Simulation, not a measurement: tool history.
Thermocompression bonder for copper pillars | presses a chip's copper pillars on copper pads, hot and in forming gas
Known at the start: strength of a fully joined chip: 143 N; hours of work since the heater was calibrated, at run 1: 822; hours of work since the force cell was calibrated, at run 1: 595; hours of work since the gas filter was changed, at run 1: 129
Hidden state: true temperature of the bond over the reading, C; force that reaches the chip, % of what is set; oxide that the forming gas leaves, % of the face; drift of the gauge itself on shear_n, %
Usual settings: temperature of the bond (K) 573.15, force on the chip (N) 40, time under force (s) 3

run   hour  temperature of the bond (K)  force on the chip (N)  time under force (s)  hours of work since the heater was calibrated  hours of work since the force cell was calibrated  hours of work since the gas filter was changed  force that shears a chip off (N)
  1    0.0                       573.15                     40                     3                                            822                                                595                                             129                              47.8
  2   24.4                       573.15                     40                     3                                            837                                                610                                             144                              46.4
  3   54.6                       573.15                     40                     3                                            855                                                628                                             162                              47.3
  4   78.8                       573.15                     40                     3                                            870                                                643                                             176                              47.4
  5  126.4                       573.15                     40                     3                                            898                                                671                                             205                              46.1
  6  159.5                       573.15                     40                     3                                            918                                                691                                             225                              46.5
  7  194.3                       573.15                     40                     6                                            939                                                712                                             246                              60.7
  8  237.2                       573.15                     40                     6                                            965                                                738                                             272                              59.2
     242.8  -- forming gas filter changed
  9  265.3                       573.15                     40                     6                                            982                                                755                                              14                              63.5
 10  288.5                       573.15                     40                     6                                            996                                                769                                              28                              61.6
 11  317.4                       573.15                     24                     6                                           1013                                                786                                              45                              44.2
 12  349.1                       573.15                     24                     6                                           1033                                                805                                              64                              43.6
     377.8  -- force cell calibrated
 13  377.8                       573.15                     40                     2                                           1049                                                  0                                              81                              38.1
 14  427.1                       573.15                     40                     3                                           1079                                                 30                                             110                              45.4
 15  483.1                       553.15                     40                     3                                           1112                                                 64                                             144                              31.9
 16  530.9                       553.15                     40                     3                                           1141                                                 92                                             173                              31.9
 17  574.9                       590.15                     43                     6                                           1168                                                119                                             199                              75.7
 18  609.4                       555.15                     40                     9                                           1189                                                140                                             220                              53.3
 19  632.5                       586.15                     35                     9                                           1203                                                154                                             234                              74.3
 20  678.1                       586.15                     35                     9                                           1230                                                181                                             262                              74.1
     700.2  -- forming gas filter changed
 21  702.8                       600.15                     35                     2                                           1245                                                196                                               2                              50.9
 22  726.6                       600.15                     35                     2                                           1259                                                210                                              16                              51.9
 23  770.8                       590.15                     45                     6                                           1286                                                237                                              43                              78.8
 24  816.6                       590.15                     47                     4                                           1313                                                264                                              70                              70.8
 25  854.2                       590.15                     44                     3                                           1336                                                287                                              93                              59.5
 26  904.9                       554.15                     44                     3                                           1367                                                318                                             124                              34.4

The next listed run, before its measurement:
 27  934.5                       593.15                     37                     3                                           1384                                                336                                             141                                 ?

{"run 27": {"force that shears a chip off (N)": 55.7}}
Without the tool's hidden state the same run would have given force that shears a chip off (N) 62.3.
